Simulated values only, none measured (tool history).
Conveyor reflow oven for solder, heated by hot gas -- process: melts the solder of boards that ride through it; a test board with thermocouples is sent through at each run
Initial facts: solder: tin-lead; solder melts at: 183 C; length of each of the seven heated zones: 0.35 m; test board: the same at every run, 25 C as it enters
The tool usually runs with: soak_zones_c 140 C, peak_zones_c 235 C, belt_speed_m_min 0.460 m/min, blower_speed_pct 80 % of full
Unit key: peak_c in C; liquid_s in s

Run 1, hour 0.0: usual settings. Result: peak_c 218.1 C, liquid_s 70.3 s.
Run 2, hour 62.7: usual settings. Result: peak_c 217.9 C, liquid_s 70.1 s.
Run 3, hour 107.5: usual settings but peak_zones_c 240 C. Result: peak_c 222.5 C, liquid_s 74.2 s.
Run 4, hour 186.6: usual settings. Result: peak_c 218.3 C, liquid_s 70.8 s.
Run 5, hour 248.3: usual settings. Result: peak_c 218.1 C, liquid_s 69.9 s.
Run 6, hour 293.3: usual settings. Result: peak_c 218.2 C, liquid_s 71.0 s.
Run 7, hour 351.0: usual settings but belt_speed_m_min 0.440 m/min. Result: peak_c 219.1 C, liquid_s 75.1 s.
Run 8, hour 428.2: usual settings but soak_zones_c 127 C, blower_speed_pct 76 % of full. Result: peak_c 214.3 C, liquid_s 60.9 s.
Run 9, hour 511.8: usual settings but soak_zones_c 127 C, belt_speed_m_min 0.503 m/min, blower_speed_pct 76 % of full. Result: peak_c 210.3 C, liquid_s 50.6 s.
Run 10, hour 554.3: usual settings but soak_zones_c 127 C, belt_speed_m_min 0.503 m/min, blower_speed_pct 76 % of full. Result: peak_c 211.0 C, liquid_s 50.9 s.
Run 11, hour 620.7: usual settings but soak_zones_c 153 C, peak_zones_c 240 C, belt_speed_m_min 0.380 m/min, blower_speed_pct 88 % of full. Result: peak_c 231.1 C, liquid_s 105.1 s.
Run 12, hour 696.8: usual settings but soak_zones_c 153 C, peak_zones_c 240 C, belt_speed_m_min 0.380 m/min, blower_speed_pct 88 % of full. Result: peak_c 231.5 C, liquid_s 104.9 s.
At hour 744.5: thermocouples of zones 6 and 7 changed.
Run 13, hour 758.9: usual settings but soak_zones_c 153 C, peak_zones_c 240 C, belt_speed_m_min 0.380 m/min, blower_speed_pct 88 % of full. Result: peak_c 228.7 C, liquid_s 103.0 s.
At hour 792.9: flux residue cleaned out of gas plates and filters.
Run 14, hour 846.9: usual settings but soak_zones_c 149 C, blower_speed_pct 54 % of full. Result: peak_c 213.7 C, liquid_s 69.4 s.

Run by run, hidden condition taken away, random variation retained:
Unlogged tool condition in this case: heat that the gas passes to the board, % of a clean oven's; belt's true speed, % of the reading; true gas temperature in zones 6 and 7 over the reading, C; drift of the gauge itself on peak_c, C; drift of the gauge itself on liquid_s, %.
run  peak_c  liquid_s
  1   217.4      69.2
  2   217.3      69.1
  3   222.0      73.2
  4   217.9      70.0
  5   217.8      69.3
  6   218.0      70.3
  7   218.9      74.4
  8   214.6      60.9
  9   211.0      51.2
 10   211.8      51.6
 11   230.6     103.5
 12   231.1     103.3
 13   230.5     102.8
 14   213.0      67.4
